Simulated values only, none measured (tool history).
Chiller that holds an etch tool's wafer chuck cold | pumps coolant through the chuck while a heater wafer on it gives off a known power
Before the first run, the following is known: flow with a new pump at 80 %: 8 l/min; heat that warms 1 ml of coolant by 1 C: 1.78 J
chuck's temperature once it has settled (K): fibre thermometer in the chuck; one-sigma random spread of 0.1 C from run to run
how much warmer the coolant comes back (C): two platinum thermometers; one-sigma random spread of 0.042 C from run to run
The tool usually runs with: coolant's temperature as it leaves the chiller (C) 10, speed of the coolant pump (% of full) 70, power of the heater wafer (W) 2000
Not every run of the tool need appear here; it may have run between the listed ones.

run    hour  coolant's temperature as it leaves the chiller (C)  speed of the coolant pump (% of full)  power of the heater wafer (W)  chuck's temperature once it has settled (K)  how much warmer the coolant comes back (C)
  1       0                                                  10                                     70                           2000                                       300.65                                        9.57
  2    75.6                                                  10                                     70                           2782                                       307.65                                       13.28
  3   203.4                                                  10                                     70                           2782                                       307.75                                       13.32
  4   259.6                                                  10                                     70                           2782                                       307.65                                       13.27
  5   327.3                                                  10                                     70                           2000                                       300.75                                        9.48
  6   423.8                                                  10                                     79                           2000                                       299.45                                        8.48
  7   495.1                                                  10                                     79                           2000                                       299.55                                        8.45
  8   592.5                                                  10                                     79                           2000                                       299.65                                        8.44
  9   670.5                                                  10                                     79                           2000                                       299.45                                         8.4
 10     768                                                  10                                     79                           2000                                       299.55                                        8.39
 11   845.3                                                   6                                     79                           2191                                       297.15                                        9.24
 12   897.2                                                   6                                     79                           2191                                       297.15                                        9.11
 13   971.3                                                  19                                     79                           2000                                       308.55                                        8.37
 14    1078                                                  19                                     79                           2000                                       308.45                                        8.34
 15  1131.5                                                  19                                     96                           2000                                       306.75                                         6.9
 16  1200.8                                                   4                                     70                           2156                                       296.05                                        10.1
 17  1314.3                                                   8                                     98                           1474                                       291.75                                        4.95
 18  1410.2                                                   8                                     98                           1474                                       291.65                                         4.9
 19  1500.8                                                   3                                     70                           2000                                       293.85                                        9.38
 20  1587.3                                                   3                                     70                           2000                                       293.95                                         9.3

Forecast each of these 3 alternatives for the next run:
     1635.9  -- gauge calibrated
  A  1711.1                                                   3                                     87                           2000                                            ?                                           ?
     1635.9  -- gauge calibrated
  B  1711.1                                                   3                                     65                           2000                                            ?                                           ?
     1635.9  -- gauge calibrated
  C  1711.1                                                  14                                     62                           2442                                            ?                                           ?

run  chuck's temperature once it has settled (K)  how much warmer the coolant comes back (C)
  A                                       291.75                                        7.74
  B                                       294.75                                       10.34
  C                                       310.25                                       13.21
Stripped of hidden state, with their random variation kept, the same runs would have yielded:
run  chuck's temperature once it has settled (K)  how much warmer the coolant comes back (C)
  A                                       291.75                                        7.75
  B                                       294.65                                       10.35
  C                                       310.25                                       13.22
